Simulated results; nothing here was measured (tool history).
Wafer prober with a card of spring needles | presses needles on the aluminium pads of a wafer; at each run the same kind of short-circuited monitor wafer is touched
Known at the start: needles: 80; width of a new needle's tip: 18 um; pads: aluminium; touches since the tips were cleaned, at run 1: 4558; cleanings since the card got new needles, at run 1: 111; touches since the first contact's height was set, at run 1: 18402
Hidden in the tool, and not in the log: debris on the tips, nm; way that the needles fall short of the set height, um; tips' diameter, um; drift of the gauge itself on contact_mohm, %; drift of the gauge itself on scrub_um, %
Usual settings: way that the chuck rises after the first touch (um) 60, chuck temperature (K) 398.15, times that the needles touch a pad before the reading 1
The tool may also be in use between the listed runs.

run    hour  way that the chuck rises after the first touch (um)  chuck temperature (K)  times that the needles touch a pad before the reading  touches since the tips were cleaned  cleanings since the card got new needles  touches since the first contact's height was set  resistance of one needle with its contact and lead (mohm)  way that a needle slides on the pad (um)
  1     0.0                                                   60                 398.15                                                      1                                 4558                                       111                                             18402                                                        212                                     13.35
        7.9  -- tips cleaned on abrasive film
       25.6  -- tips cleaned on abrasive film
       42.7  -- tips cleaned on abrasive film
  2    44.6                                                   60                 398.15                                                      1                                  675                                       114                                             34380                                                        213                                     13.38
       60.7  -- tips cleaned on abrasive film
       80.4  -- tips cleaned on abrasive film
       97.6  -- tips cleaned on abrasive film
  3    99.2                                                   60                 398.15                                                      1                                  587                                       117                                             53954                                                        216                                     13.41
      118.1  -- tips cleaned on abrasive film
  4   132.1                                                   60                 384.15                                                      1                                 5068                                       118                                             65780                                                        211                                     13.39
      139.0  -- tips cleaned on abrasive film
      156.3  -- tips cleaned on abrasive film
      176.4  -- tips cleaned on abrasive film
  5   190.1                                                   60                 384.15                                                      1                                 4922                                       121                                             86559                                                        210                                     13.42
      194.4  -- tips cleaned on abrasive film
      214.8  -- tips cleaned on abrasive film
      236.0  -- tips cleaned on abrasive film
  6   241.3                                                   60                 384.15                                                      2                                 1907                                       124                                            104912                                                        212                                     13.40
      254.2  -- tips cleaned on abrasive film
      273.0  -- tips cleaned on abrasive film
  7   280.5                                                   60                 384.15                                                      2                                 2709                                       126                                            118978                                                        207                                     13.45
      290.5  -- tips cleaned on abrasive film
      308.8  -- tips cleaned on abrasive film
      329.2  -- tips cleaned on abrasive film
  8   340.0                                                   60                 398.15                                                      1                                 3872                                       129                                            140321                                                        209                                     13.43
      348.2  -- tips cleaned on abrasive film
      366.1  -- tips cleaned on abrasive film
      384.8  -- tips cleaned on abrasive film
  9   387.3                                                   60                 398.15                                                      1                                  924                                       132                                            157284                                                        211                                     13.45
      402.8  -- tips cleaned on abrasive film
      412.2  -- height of the first contact set anew
      420.8  -- tips cleaned on abrasive film
      440.8  -- tips cleaned on abrasive film
 10   449.6                                                   60                 398.15                                                      1                                 3149                                       135                                             13393                                                        215                                     13.49
      460.7  -- tips cleaned on abrasive film
      482.1  -- tips cleaned on abrasive film
 11   484.2                                                   69                 398.15                                                      1                                  748                                       137                                             25798                                                        209                                     15.57
      501.9  -- tips cleaned on abrasive film
      521.7  -- tips cleaned on abrasive film
 12   522.0                                                   65                 398.15                                                      1                                  114                                       139                                             39371                                                        212                                     14.64
      541.5  -- tips cleaned on abrasive film
      560.6  -- tips cleaned on abrasive film
 13   577.6                                                   65                 398.15                                                      1                                 6136                                       141                                             59322                                                        211                                     14.60
      580.8  -- tips cleaned on abrasive film
      600.1  -- tips cleaned on abrasive film
      618.8  -- tips cleaned on abrasive film
 14   626.0                                                   43                 398.15                                                      1                                 2591                                       144                                             76665                                                        228                                      9.77
      636.3  -- tips cleaned on abrasive film
 15   651.7                                                   43                 398.15                                                      1                                 5549                                       145                                             85910                                                        221                                      9.69
      655.4  -- tips cleaned on abrasive film
      674.1  -- tips cleaned on abrasive film
 16   683.0                                                   43                 398.15                                                      1                                 3236                                       147                                             97123                                                        220                                      9.71
      693.2  -- tips cleaned on abrasive film
      712.5  -- tips cleaned on abrasive film
      729.9  -- tips cleaned on abrasive film
 17   730.4                                                   47                 398.15                                                      1                                  197                                       150                                            114107                                                        222                                     10.60
      748.7  -- tips cleaned on abrasive film
      768.2  -- tips cleaned on abrasive film
      788.6  -- tips cleaned on abrasive film
 18   790.8                                                   47                 398.15                                                      1                                  780                                       153                                            135756                                                        225                                     10.61
      806.2  -- tips cleaned on abrasive film
      824.7  -- tips cleaned on abrasive film
 19   824.7                                                   67                 398.15                                                      2                                    0                                       155                                            147909                                                        211                                     15.18
      844.5  -- tips cleaned on abrasive film
      862.9  -- tips cleaned on abrasive film
      878.1  -- height of the first contact set anew
      881.4  -- tips cleaned on abrasive film
 20   881.4                                                   60                 326.15                                                      2                                    0                                       158                                              1151                                                        195                                     13.60
      899.7  -- tips cleaned on abrasive film
      920.1  -- tips cleaned on abrasive film
 21   920.1                                                   66                 343.15                                                      2                                    0                                       160                                             15018                                                        195                                     14.88
      940.5  -- tips cleaned on abrasive film
      958.5  -- tips cleaned on abrasive film
 22   958.5                                                   65                 311.15                                                      2                                    0                                       162                                             28800                                                        192                                     14.80
      977.9  -- tips cleaned on abrasive film
      996.2  -- tips cleaned on abrasive film
     1017.0  -- tips cleaned on abrasive film
 23  1017.5                                                   65                 311.15                                                      2                                  182                                       165                                             49953                                                        191                                     14.74

The next listed run, before its measurement:
     1037.9  -- tips cleaned on abrasive film
     1055.1  -- tips cleaned on abrasive film
     1073.8  -- tips cleaned on abrasive film
 24  1079.3                                                   50                 398.15                                                      1                                 1955                                       168                                             72110                                                          ?                                         ?

resistance of one needle with its contact and lead (mohm): 218
way that a needle slides on the pad (um): 11.32
Without the tool's hidden state the same run would have given resistance of one needle with its contact and lead (mohm) 217, way that a needle slides on the pad (um) 11.11.
